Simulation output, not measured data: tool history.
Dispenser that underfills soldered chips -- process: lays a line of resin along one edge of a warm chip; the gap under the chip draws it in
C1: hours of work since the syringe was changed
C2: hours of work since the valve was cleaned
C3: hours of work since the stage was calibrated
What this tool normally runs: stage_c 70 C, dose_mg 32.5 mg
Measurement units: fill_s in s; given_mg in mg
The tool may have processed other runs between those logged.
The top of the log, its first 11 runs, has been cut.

{"hour": 114.7, "done": "new syringe of resin"}
{"run": 12, "hour": 114.8, "stage_c": 70, "dose_mg": 32.5, "C1": 0, "C2": 27, "C3": 200, "fill_s": 133.2, "given_mg": 32.12}
{"run": 13, "hour": 123.1, "stage_c": 67, "dose_mg": 32.5, "C1": 6, "C2": 33, "C3": 206, "fill_s": 207.6, "given_mg": 32.04}
{"hour": 132.5, "done": "new syringe of resin"}
{"run": 14, "hour": 133.5, "stage_c": 67, "dose_mg": 31.3, "C1": 1, "C2": 39, "C3": 212, "fill_s": 164.5, "given_mg": 30.91}
{"run": 15, "hour": 139.7, "stage_c": 70, "dose_mg": 29, "C1": 5, "C2": 43, "C3": 216, "fill_s": 174.5, "given_mg": 28.54}
{"run": 16, "hour": 147.7, "stage_c": 70, "dose_mg": 29, "C1": 10, "C2": 49, "C3": 222, "fill_s": 229.9, "given_mg": 28.47}
{"hour": 150.7, "done": "new syringe of resin"}
{"run": 17, "hour": 157.1, "stage_c": 61, "dose_mg": 29, "C1": 4, "C2": 55, "C3": 228, "fill_s": 280, "given_mg": 28.43}
{"hour": 168.3, "done": "new syringe of resin"}
{"run": 18, "hour": 168.3, "stage_c": 60, "dose_mg": 32.4, "C1": 0, "C2": 62, "C3": 235, "fill_s": 232.7, "given_mg": 31.73}
{"run": 19, "hour": 180.8, "stage_c": 68, "dose_mg": 37.2, "C1": 8, "C2": 70, "C3": 243, "fill_s": 227.8, "given_mg": 36.21}
{"hour": 186.4, "done": "new syringe of resin"}
{"run": 20, "hour": 187.9, "stage_c": 72, "dose_mg": 35.3, "C1": 1, "C2": 75, "C3": 248, "fill_s": 127.2, "given_mg": 34.26}
{"run": 21, "hour": 201.3, "stage_c": 83, "dose_mg": 36.9, "C1": 10, "C2": 84, "C3": 257, "fill_s": 111.7, "given_mg": 35.74}
{"hour": 204.5, "done": "new syringe of resin"}
{"run": 22, "hour": 212.5, "stage_c": 83, "dose_mg": 36.9, "C1": 5, "C2": 91, "C3": 264, "fill_s": 89.9, "given_mg": 35.66}
{"run": 23, "hour": 221.3, "stage_c": 69, "dose_mg": 30.9, "C1": 11, "C2": 97, "C3": 270, "fill_s": 255.6, "given_mg": 29.81}
{"hour": 222.4, "done": "new syringe of resin"}
{"hour": 225.7, "done": "dispensing valve cleaned and set on the balance"}
{"run": 24, "hour": 229.3, "stage_c": 69, "dose_mg": 30.9, "C1": 4, "C2": 2, "C3": 274, "fill_s": 177.4, "given_mg": 30.87}
{"hour": 240.9, "done": "new syringe of resin"}
{"run": 25, "hour": 240.9, "stage_c": 81, "dose_mg": 29.9, "C1": 0, "C2": 10, "C3": 282, "fill_s": 79.9, "given_mg": 29.72}
{"run": 26, "hour": 250.9, "stage_c": 62, "dose_mg": 32.5, "C1": 7, "C2": 17, "C3": 288, "fill_s": 301.8, "given_mg": 32.3}
{"run": 27, "hour": 257.8, "stage_c": 65, "dose_mg": 33.7, "C1": 11, "C2": 21, "C3": 293, "fill_s": 321.6, "given_mg": 33.42}
{"hour": 258.7, "done": "new syringe of resin"}
{"run": 28, "hour": 267.9, "stage_c": 77, "dose_mg": 41.3, "C1": 6, "C2": 28, "C3": 299, "fill_s": 132.8, "given_mg": 40.92}
{"run": 29, "hour": 273.5, "stage_c": 70, "dose_mg": 41.7, "C1": 10, "C2": 31, "C3": 303, "fill_s": 232.8, "given_mg": 41.19}
{"hour": 276.4, "done": "new syringe of resin"}
{"run": 30, "hour": 279.6, "stage_c": 67, "dose_mg": 30.1, "C1": 2, "C2": 35, "C3": 307, "fill_s": 183.9, "given_mg": 29.75}
{"run": 31, "hour": 288.0, "stage_c": 70, "dose_mg": 38.7, "C1": 8, "C2": 41, "C3": 313, "fill_s": 205.4, "given_mg": 38.11}
{"hour": 293.9, "done": "new syringe of resin"}
{"run": 32, "hour": 301.4, "stage_c": 59, "dose_mg": 37.2, "C1": 5, "C2": 49, "C3": 321, "fill_s": 337.4, "given_mg": 36.53}
{"hour": 311.3, "done": "new syringe of resin"}
{"run": 33, "hour": 311.3, "stage_c": 59, "dose_mg": 37.2, "C1": 0, "C2": 56, "C3": 328, "fill_s": 264.6, "given_mg": 36.44}
{"run": 34, "hour": 323.0, "stage_c": 77, "dose_mg": 40.4, "C1": 8, "C2": 64, "C3": 335, "fill_s": 143.2, "given_mg": 39.53}

Predict each of these 5 candidate next runs independently; none follows another, all start after run 34:
{"hour": 329.8, "done": "new syringe of resin"}
{"run": "A", "hour": 336.1, "stage_c": 81, "dose_mg": 32.5, "C1": 4, "C2": 72, "C3": 344, "fill_s": "?", "given_mg": "?"}
{"hour": 329.8, "done": "new syringe of resin"}
{"run": "B", "hour": 336.1, "stage_c": 70, "dose_mg": 41.8, "C1": 4, "C2": 72, "C3": 344, "fill_s": "?", "given_mg": "?"}
{"hour": 329.8, "done": "new syringe of resin"}
{"run": "C", "hour": 336.1, "stage_c": 80, "dose_mg": 41.6, "C1": 4, "C2": 72, "C3": 344, "fill_s": "?", "given_mg": "?"}
{"hour": 329.8, "done": "new syringe of resin"}
{"run": "D", "hour": 336.1, "stage_c": 62, "dose_mg": 33, "C1": 4, "C2": 72, "C3": 344, "fill_s": "?", "given_mg": "?"}
{"hour": 329.8, "done": "new syringe of resin"}
{"run": "E", "hour": 336.1, "stage_c": 70, "dose_mg": 37, "C1": 4, "C2": 72, "C3": 344, "fill_s": "?", "given_mg": "?"}

run=A fill_s=100 given_mg=31.7
run=B fill_s=174.4 given_mg=40.81
run=C fill_s=102.3 given_mg=40.59
run=D fill_s=275 given_mg=32.07
run=E fill_s=179.7 given_mg=36.06
Stripped of hidden state, with their random variation kept, the same runs would have yielded:
run=A fill_s=69.5 given_mg=32.51
run=B fill_s=120 given_mg=41.85
run=C fill_s=70.9 given_mg=41.63
run=D fill_s=187.5 given_mg=32.89
run=E fill_s=123.6 given_mg=36.98
